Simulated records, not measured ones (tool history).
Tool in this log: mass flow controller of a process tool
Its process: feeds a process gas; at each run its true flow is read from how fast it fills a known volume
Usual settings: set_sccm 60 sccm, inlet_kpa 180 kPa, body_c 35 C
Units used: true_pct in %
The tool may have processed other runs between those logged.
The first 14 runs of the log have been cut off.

run 15 hour=3750.8 | set_sccm=60 inlet_kpa=180 body_c=29 | true_pct=98.12
run 16 hour=4062.6 | set_sccm=60 inlet_kpa=180 body_c=39 | true_pct=97.25
run 17 hour=4268.2 | set_sccm=60 inlet_kpa=180 body_c=39 | true_pct=97.23
run 18 hour=4636.7 | set_sccm=60 inlet_kpa=180 body_c=36 | true_pct=97.54
run 19 hour=4808.2 | set_sccm=60 inlet_kpa=180 body_c=35 | true_pct=97.53
run 20 hour=5143.2 | set_sccm=60 inlet_kpa=180 body_c=35 | true_pct=97.67
run 21 hour=5342.7 | set_sccm=26 inlet_kpa=249 body_c=21 | true_pct=94.79
run 22 hour=5631.5 | set_sccm=146 inlet_kpa=180 body_c=27 | true_pct=100.39
run 23 hour=5842.7 | set_sccm=110 inlet_kpa=185 body_c=40 | true_pct=98.77
run 24 hour=6182.1 | set_sccm=25 inlet_kpa=216 body_c=35 | true_pct=92.81
run 25 hour=6504.8 | set_sccm=42 inlet_kpa=240 body_c=34 | true_pct=96.21
run 26 hour=6829.5 | set_sccm=42 inlet_kpa=264 body_c=27 | true_pct=96.77
run 27 hour=7130.3 | set_sccm=60 inlet_kpa=180 body_c=25 | true_pct=98.31
run 28 hour=7331.4 | set_sccm=79 inlet_kpa=180 body_c=23 | true_pct=99.23
run 29 hour=7594.8 | set_sccm=71 inlet_kpa=180 body_c=21 | true_pct=99.20
run 30 hour=7909.6 | set_sccm=71 inlet_kpa=180 body_c=21 | true_pct=99.14
run 31 hour=8114.6 | set_sccm=124 inlet_kpa=220 body_c=22 | true_pct=100.57
run 32 hour=8320.2 | set_sccm=60 inlet_kpa=197 body_c=21 | true_pct=98.52
run 33 hour=8495.8 | set_sccm=60 inlet_kpa=202 body_c=20 | true_pct=98.56
run 34 hour=8704.0 | set_sccm=60 inlet_kpa=202 body_c=27 | true_pct=98.08
run 35 hour=9014.2 | set_sccm=60 inlet_kpa=180 body_c=24 | true_pct=98.07
run 36 hour=9331.3 | set_sccm=60 inlet_kpa=144 body_c=26 | true_pct=98.07
run 37 hour=9626.3 | set_sccm=117 inlet_kpa=258 body_c=24 | true_pct=100.45

3 ways to go on from here, each from the tool as it stands after run 37. What would each give?
run A hour=9879.4 | set_sccm=23 inlet_kpa=180 body_c=21 | true_pct=?
run B hour=9879.4 | set_sccm=97 inlet_kpa=164 body_c=26 | true_pct=?
run C hour=9879.4 | set_sccm=117 inlet_kpa=277 body_c=21 | true_pct=?

run=A true_pct=91.67
run=B true_pct=99.74
run=C true_pct=100.68
The same runs, with their run-to-run variation unchanged, on a tool lacking any hidden condition would have given:
run=A true_pct=99.40
run=B true_pct=99.43
run=C true_pct=99.94
